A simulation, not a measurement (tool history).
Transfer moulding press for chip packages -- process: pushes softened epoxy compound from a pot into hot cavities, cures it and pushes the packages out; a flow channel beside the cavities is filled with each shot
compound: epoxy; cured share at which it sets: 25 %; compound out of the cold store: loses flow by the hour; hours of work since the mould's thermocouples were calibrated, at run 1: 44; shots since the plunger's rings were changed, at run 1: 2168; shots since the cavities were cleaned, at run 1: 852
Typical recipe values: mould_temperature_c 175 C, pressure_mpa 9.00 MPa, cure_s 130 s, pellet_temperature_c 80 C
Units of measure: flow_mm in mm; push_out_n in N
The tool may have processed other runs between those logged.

run,hour,mould_temperature_c,pressure_mpa,cure_s,pellet_temperature_c,hours of work since the mould's thermocouples were calibrated,shots since the plunger's rings were changed,shots since the cavities were cleaned,incoming compound's hours out of the cold store,flow_mm,push_out_n
1,0.0,175,9.00,130,80,44,2168,852,25.1,863,284
# hour 4.2: cavities cleaned with cleaning compound and waxed
2,18.3,175,9.00,130,80,55,2325,132,15.2,913,307
3,33.0,175,7.38,130,80,66,2462,269,41.1,722,300
4,50.4,175,7.38,130,74,78,2624,431,43.9,717,300
5,69.7,175,7.38,130,74,91,2805,612,47.5,697,282
# hour 90.1: cavities cleaned with cleaning compound and waxed, once more
6,92.1,175,10.40,130,80,106,3000,19,32.2,894,200
7,108.6,175,10.40,130,80,117,3155,174,45.1,834,225
# hour 116.1: plunger's sealing rings changed
8,130.2,175,10.40,130,80,130,131,352,25.7,944,251
9,142.9,175,10.40,130,80,139,250,471,16.6,996,260
10,161.0,175,9.00,130,80,152,419,640,8.1,956,272
11,177.4,175,9.00,130,80,163,572,793,40.5,820,267
# hour 187.3: cavities cleaned with cleaning compound and waxed
12,196.9,175,9.00,130,78,176,740,89,29.7,867,225
13,215.0,175,9.00,130,78,188,910,259,26.3,877,237
14,228.0,175,9.00,130,80,197,1031,380,47.7,789,244
15,242.2,181,9.00,130,80,207,1164,513,46.7,769,231
16,262.9,181,9.00,130,80,222,1357,706,12.6,912,243
17,277.4,181,9.00,136,80,232,1493,842,17.2,894,250

Run 18 is up next; what results do you expect?
# hour 282.5: cavities cleaned with cleaning compound and waxed
18,291.2,175,9.58,158,86,240,1608,81,38.5,?,?

flow_mm: 836 mm
push_out_n: 180 N
With no hidden state in the tool, this same run would have given flow_mm 857 mm, push_out_n 165 N.
